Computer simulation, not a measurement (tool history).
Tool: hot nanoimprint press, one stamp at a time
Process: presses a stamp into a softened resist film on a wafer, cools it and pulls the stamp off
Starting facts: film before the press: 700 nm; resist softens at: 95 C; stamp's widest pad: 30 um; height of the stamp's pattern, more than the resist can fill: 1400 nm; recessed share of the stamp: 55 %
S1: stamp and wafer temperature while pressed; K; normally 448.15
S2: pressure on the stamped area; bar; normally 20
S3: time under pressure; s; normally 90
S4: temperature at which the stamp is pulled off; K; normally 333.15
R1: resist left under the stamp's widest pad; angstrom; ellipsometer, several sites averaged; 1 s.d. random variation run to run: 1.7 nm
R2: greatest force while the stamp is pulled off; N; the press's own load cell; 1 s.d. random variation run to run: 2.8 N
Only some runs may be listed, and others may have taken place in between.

run,hour,S1,S2,S3,S4,R1,R2
1,0,448.15,20,90,333.15,2841,134
2,18.2,448.15,20,90,333.15,2856,132
3,31.8,448.15,20,90,333.15,2859,138
4,52.8,448.15,20,90,333.15,2845,133
5,66.5,448.15,20,90,333.15,2834,132
6,80.5,448.15,20,53,333.15,3470,135
7,105.3,448.15,20,90,338.15,2875,136
8,119.8,448.15,20,90,339.15,2852,131
9,140.1,450.15,20,90,333.15,2626,135
# hour 168.2: stamp cleaned and given a new release coat
10,170.8,450.15,20,90,333.15,2602,132
11,188.7,450.15,20,90,333.15,2567,132
12,207,450.15,20,90,333.15,2600,132
13,225.1,438.15,17.9,90,333.15,4567,136
14,239.3,445.15,12.5,53,341.15,4701,127
15,256.5,446.15,27,53,319.15,3284,143
16,267.7,455.15,20.7,131,329.15,1763,132
17,288.9,455.15,20.7,64,326.15,2361,141
18,304.1,447.15,20.7,128,320.15,2557,139
19,328.7,444.15,20.3,90,338.15,3356,126
20,351.9,444.15,20.3,105,338.15,3190,131
21,365.3,444.15,20.3,105,338.15,3217,130
# hour 377.4: press's hydraulic seals changed and the load cell set to zero
22,390.1,456.15,22.7,81,319.15,1926,143
23,405.7,448.15,20,90,338.15,2822,129
24,427.8,446.15,20,90,336.15,3095,132

5 options for the next run, each taken on its own from the tool as it stands now. Forecast them:
A,449.6,448.15,26.1,146,336.15,?,?
B,449.6,446.15,27.9,90,336.15,?,?
C,449.6,453.15,31.1,90,333.15,?,?
D,449.6,439.15,28.7,90,324.15,?,?
E,449.6,459.15,20,125,336.15,?,?

run,R1,R2
A,2041,131
B,2668,131
C,1799,134
D,3624,142
E,1535,132
The same runs, with their run-to-run variation unchanged, on a tool lacking any hidden condition would have given:
run,R1,R2
A,2037,129
B,2663,130
C,1796,132
D,3618,140
E,1532,130

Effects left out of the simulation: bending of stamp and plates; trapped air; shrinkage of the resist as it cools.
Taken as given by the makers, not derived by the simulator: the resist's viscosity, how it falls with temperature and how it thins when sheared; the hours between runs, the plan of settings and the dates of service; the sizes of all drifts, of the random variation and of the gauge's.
